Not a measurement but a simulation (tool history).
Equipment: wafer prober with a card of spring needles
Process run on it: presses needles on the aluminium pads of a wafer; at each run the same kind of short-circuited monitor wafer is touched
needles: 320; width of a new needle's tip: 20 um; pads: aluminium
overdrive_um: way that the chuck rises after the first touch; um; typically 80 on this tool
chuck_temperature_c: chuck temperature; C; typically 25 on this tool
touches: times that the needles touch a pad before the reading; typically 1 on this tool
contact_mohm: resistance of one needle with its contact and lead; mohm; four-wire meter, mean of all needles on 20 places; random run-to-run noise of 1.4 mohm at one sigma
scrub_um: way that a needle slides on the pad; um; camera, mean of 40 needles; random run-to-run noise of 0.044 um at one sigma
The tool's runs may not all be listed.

run    day  overdrive_um  chuck_temperature_c  touches  contact_mohm  scrub_um
  1  0.000            80                   25        1           120     20.96
     0.279  -- tips cleaned on abrasive film
  2  0.454            80                   25        1           120     20.94
  3  0.908            80                   25        1           121     20.98
     1.083  -- tips cleaned on abrasive film
  4  1.450            80                   25        1           120     21.01
  5  1.771            80                  119        1           136     21.00
     1.908  -- tips cleaned on abrasive film
  6  2.442            80                  119        1           136     21.06
     2.700  -- tips cleaned on abrasive film
  7  3.079            80                  119        1           133     21.01
     3.517  -- tips cleaned on abrasive film
  8  3.812            82                  119        1           135     21.54
  9  4.288            92                   48        2           123     24.18
     4.342  -- tips cleaned on abrasive film
 10  4.929            92                   28        2           119     24.10
     5.138  -- tips cleaned on abrasive film
 11  5.575            62                   25        1           126     16.30
     5.954  -- tips cleaned on abrasive film
 12  6.121            62                   25        1           127     16.21

Forecast run 13:
 13  6.500            62                   41        1             ?         ?

contact_mohm: 128 mohm
scrub_um: 16.24 um
On a tool with no hidden condition, and with the same random variation, this run would have come out at contact_mohm 127 mohm, scrub_um 16.25 um.

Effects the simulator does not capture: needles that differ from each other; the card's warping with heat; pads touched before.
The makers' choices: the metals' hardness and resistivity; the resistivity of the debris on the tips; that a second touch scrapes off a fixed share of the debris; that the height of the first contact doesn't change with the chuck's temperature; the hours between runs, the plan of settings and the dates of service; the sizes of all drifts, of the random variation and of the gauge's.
